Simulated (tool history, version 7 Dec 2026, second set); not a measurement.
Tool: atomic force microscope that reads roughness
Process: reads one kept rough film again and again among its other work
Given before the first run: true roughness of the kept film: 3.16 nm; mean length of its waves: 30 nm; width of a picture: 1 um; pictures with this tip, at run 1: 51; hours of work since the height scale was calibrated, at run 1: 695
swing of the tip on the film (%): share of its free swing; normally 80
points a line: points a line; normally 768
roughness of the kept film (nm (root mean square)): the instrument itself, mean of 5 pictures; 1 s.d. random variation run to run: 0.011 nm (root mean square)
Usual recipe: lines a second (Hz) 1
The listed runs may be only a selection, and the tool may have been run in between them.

run,day,lines a second (Hz),swing of the tip on the film (%),points a line,pictures with this tip,hours of work since the height scale was calibrated,roughness of the kept film (nm (root mean square))
1,0,1,80,768,51,695,2.244
# day 0.725: new tip fitted
2,1.1,1,80,768,18,713,2.496
# day 2.542: new tip fitted
3,2.667,3.37,80,768,7,739,2.217
4,4.079,3.37,80,768,76,763,1.753
# day 4.342: new tip fitted
5,5.446,3.37,80,768,55,786,1.868
# day 6.071: new tip fitted
6,6.808,1,63,768,37,809,2.455
# day 6.975: height scale calibrated on a step standard
# day 7.892: new tip fitted
7,8.425,1,63,583,26,24,2.548
# day 9.654: new tip fitted
8,10.333,1,63,583,33,56,2.487
# day 11.417: new tip fitted
9,12.188,1,80,768,38,87,2.354
# day 13.242: new tip fitted
10,13.908,1,80,924,33,116,2.341
# day 15: new tip fitted
11,15.117,1,80,924,6,136,2.627
12,16.279,1,87,677,63,156,2.064
# day 16.758: height scale calibrated on a step standard, once more
# day 16.779: new tip fitted
13,17.95,1.03,76,476,57,20,2.187
# day 18.575: new tip fitted
14,19.354,3.04,80,403,39,43,1.985
# day 20.304: new tip fitted
15,20.683,3.4,80,374,19,65,2.087
16,21.65,3.88,78,983,67,82,1.775
# day 22.167: new tip fitted
17,22.7,3.88,78,983,26,99,2.03
# day 23.925: new tip fitted
18,23.925,0.67,65,768,0,119,2.797
19,25.004,0.67,65,768,53,138,2.335

A few steps of roughness of the kept film (nm (root mean square)) between consecutive runs. Split each: what settings, incoming material and random variation would produce without the hidden state, and what is left over for the hidden state, along with gauge scatter present in only one of the two compared results (measured, and without hidden state):
The tool's hidden condition here consists of: radius of the tip, nm; height scale over the true one, %; drift of the gauge itself on roughness_nm, %.
Run 17 -> 18: lines a second (Hz) 3.88 -> 0.67, swing of the tip on the film (%) 78 -> 65, points a line 983 -> 768, new tip fitted. roughness of the kept film (nm (root mean square)) +0.767: hidden state +0.227, all else +0.54.
Run 18 -> 19: no setting touched and nothing written in the log between the runs. roughness of the kept film (nm (root mean square)) -0.462: hidden state -0.487, all else +0.025.
